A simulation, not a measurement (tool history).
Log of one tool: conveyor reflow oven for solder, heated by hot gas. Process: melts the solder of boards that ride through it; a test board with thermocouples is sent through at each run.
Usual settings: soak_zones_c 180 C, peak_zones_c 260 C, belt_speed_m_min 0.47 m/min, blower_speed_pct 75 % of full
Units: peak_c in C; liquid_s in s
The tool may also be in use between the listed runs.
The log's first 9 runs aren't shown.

run,day,soak_zones_c,peak_zones_c,belt_speed_m_min,blower_speed_pct,hours of work since the flux was cleaned out,hours of work since the belt drive was overhauled,hours of work since the thermocouples were changed,peak_c,liquid_s
10,23.854,180,260,0.47,75,42,249,249,245.4,63.6
11,26.433,180,260,0.47,75,68,276,276,245.6,63.3
12,29.862,180,260,0.47,75,104,311,311,245.1,63
13,32.388,180,260,0.47,75,130,337,337,245.1,62.8
14,35.729,180,260,0.47,75,164,372,372,244.5,62.6
15,37.138,180,260,0.47,75,179,386,386,244.8,63.1
16,40.017,180,260,0.47,79,208,416,416,245.8,63.7
17,42.196,180,260,0.47,79,231,439,439,245.5,63.6
18,44.525,180,260,0.47,79,255,463,463,245.2,63.5
19,47.762,180,249,0.451,75,288,496,496,236.2,54.5
20,50.112,190,260,0.397,66,313,520,520,249,85.9
21,52.758,192,260,0.426,75,340,548,548,248.6,81.1
22,54.858,192,260,0.426,75,362,569,569,248.1,81
23,57.112,180,268,0.47,80,385,593,593,251.2,68.8
# day 59.758: flux residue cleaned out of gas plates and filters
24,60.338,175,268,0.47,74,6,624,624,252.9,69
25,62.708,167,260,0.47,86,30,648,648,246.9,61.4
26,65.092,182,253,0.494,90,55,673,673,242.3,60.9
27,67.771,182,253,0.381,76,83,700,700,246.1,85.4
28,71.004,184,269,0.47,75,116,734,734,254.2,74.1
29,73.6,172,253,0.47,66,143,760,760,237,48.2
30,76.438,180,260,0.427,71,172,790,790,247.6,74.1

The next listed run, before its measurement:
# day 78.588: belt drive overhauled, speed set with a stopwatch
31,79.671,180,260,0.427,71,204,11,821,?,?

Run 31 gave peak_c 246.8 C, liquid_s 72.2 s.
Without the tool's hidden state the same run would have given peak_c 247.5 C, liquid_s 73.7 s.
